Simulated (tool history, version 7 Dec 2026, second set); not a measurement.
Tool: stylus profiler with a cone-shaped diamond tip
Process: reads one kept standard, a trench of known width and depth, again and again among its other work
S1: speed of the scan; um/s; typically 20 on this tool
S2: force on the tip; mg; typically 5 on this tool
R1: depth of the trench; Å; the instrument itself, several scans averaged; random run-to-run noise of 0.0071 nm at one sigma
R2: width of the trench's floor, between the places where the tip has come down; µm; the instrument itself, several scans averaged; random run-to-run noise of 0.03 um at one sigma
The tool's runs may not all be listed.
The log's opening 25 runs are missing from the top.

| run | hour | S1 | S2 | R1 | R2 |
|---|---|---|---|---|---|
| 26 | 2007.2 | 53 | 13.1 | 1016.5 | 28.51 |
| 27 | 2088.2 | 41 | 8 | 1011.84 | 28.49 |
| 28 | 2150.7 | 9 | 6.01 | 1009.84 | 28.57 |
| 29 | 2219.1 | 23 | 4.28 | 1007.81 | 28.55 |
| 30 | 2277.7 | 13 | 10.18 | 1013.84 | 28.52 |
| 31 | 2328.2 | 12 | 10.18 | 1013.85 | 28.55 |
| 32 | 2378.3 | 22 | 3.57 | 1006.95 | 28.58 |
| 33 | 2437.1 | 22 | 3.57 | 1006.87 | 28.52 |
| 34 | 2538.8 | 22 | 3.57 | 1006.88 | 28.51 |
| 35 | 2648 | 10 | 3.31 | 1006.6 | 28.54 |
| 36 | 2702 | 10 | 3.31 | 1006.64 | 28.52 |
| 37 | 2756.8 | 39 | 7.9 | 1011.76 | 28.55 |
| 38 | 2828.4 | 65 | 5 | 1008.66 | 28.51 |
| 39 | 2904.6 | 27 | 2.13 | 1004.9 | 28.49 |
| 40 | 3000.2 | 5 | 12.47 | 1015.93 | 28.57 |
| 41 | 3097.7 | 16 | 6.21 | 1009.98 | 28.56 |
| 42 | 3199.5 | 7 | 13 | 1016.38 | 28.57 |
| 43 | 3301.6 | 39 | 7.72 | 1011.6 | 28.54 |
| 44 | 3374.6 | 39 | 7.72 | 1011.56 | 28.55 |
| 45 | 3453.9 | 70 | 4.97 | 1008.73 | 28.41 |
| 46 | 3539.7 | 13 | 14.89 | 1017.96 | 28.54 |
| 47 | 3612.7 | 9 | 5.18 | 1008.83 | 28.54 |

Alternative continuations, all from the tool just after run 47; predict every row:
| A | 3696.4 | 10 | 12.57 | ? | ? |
| B | 3696.4 | 10 | 4.41 | ? | ? |
| C | 3696.4 | 22 | 3.27 | ? | ? |

| run | R1 | R2 |
|---|---|---|
| A | 1015.99 | 28.51 |
| B | 1008.01 | 28.53 |
| C | 1006.51 | 28.56 |
Take away the tool's hidden state, keep each run's random variation, and the runs would have read:
| run | R1 | R2 |
|---|---|---|
| A | 1015.95 | 28.53 |
| B | 1007.98 | 28.56 |
| C | 1006.47 | 28.58 |
